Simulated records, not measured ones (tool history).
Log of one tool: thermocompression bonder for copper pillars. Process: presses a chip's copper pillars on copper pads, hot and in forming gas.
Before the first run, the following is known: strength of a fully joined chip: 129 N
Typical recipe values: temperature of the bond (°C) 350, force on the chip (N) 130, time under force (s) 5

run	hour	temperature of the bond (°C)	force on the chip (N)	time under force (s)	force that shears a chip off (N)
1	0	350	130	5	54.7
2	82.9	367	130	5	62.3
# hour 109.5: forming gas filter changed
3	134.2	367	92	5	54.2
4	212.4	367	92	5	53.7
5	265.1	374	130	5	69.5
6	348.6	374	130	10	84.6
7	424	374	130	10	84.4
8	510	374	146	10	88.3
9	580.5	374	146	10	87.4
10	657.5	350	130	3	46.1
11	744.4	321	130	3	34.8
12	781.7	321	130	3	34.6
13	868.9	350	88	5	42.9
14	907.2	350	130	5	54.8
# hour 913.9: force cell calibrated
# hour 936.9: forming gas filter changed
15	950.6	350	130	5	56
16	1001.5	350	130	5	56.4
# hour 1060.6: force cell calibrated, once more
17	1079.5	350	130	5	61.9
18	1125	350	130	11	79.3
19	1195.4	350	130	5	61.7
20	1269	350	141	5	63.7
21	1339.9	348	130	3	49.4
22	1376.1	328	106	5	44
23	1428.1	373	83	10	69
24	1504.8	358	88	9	62.1
25	1552.6	350	163	5	68
26	1618.2	362	136	6	70.8
# hour 1691.1: heater calibrated with a thermocouple chip
27	1696.4	345	138	15	77
28	1743.9	350	130	8	63.4
# hour 1761.9: forming gas filter changed
29	1825.5	376	130	5	70.9
30	1882.5	376	130	5	69.8
31	1946.8	374	96	5	57.6
32	1987.6	343	98	5	44.6
33	2043.5	343	98	5	44.2
34	2127	370	130	14	89.4
35	2194.6	368	101	8	65.5
36	2266.2	368	101	8	65
37	2308	362	149	5	66
38	2351.3	362	149	5	65.9

What would each run have given without the hidden state, its run-to-run variation left as it was?
Hidden state at play: true temperature of the bond over the reading, C; force that reaches the chip, % of what is set; oxide that the forming gas leaves, % of the face; drift of the gauge itself on shear_n, %.
run	force that shears a chip off (N)
1	59.1
2	67.9
3	55.1
4	54.9
5	71.3
6	87.3
7	87.7
8	92.4
9	92
10	48.9
11	37.1
12	36.9
13	46.4
14	59.4
15	58.8
16	59.5
17	59.4
18	77.1
19	59.8
20	62.2
21	48.3
22	42.8
23	68.8
24	62
25	68.2
26	71.7
27	84
28	69.7
29	72.7
30	72
31	59.9
32	46.6
33	46.4
34	93.8
35	69.5
36	69.3
37	70.6
38	70.8
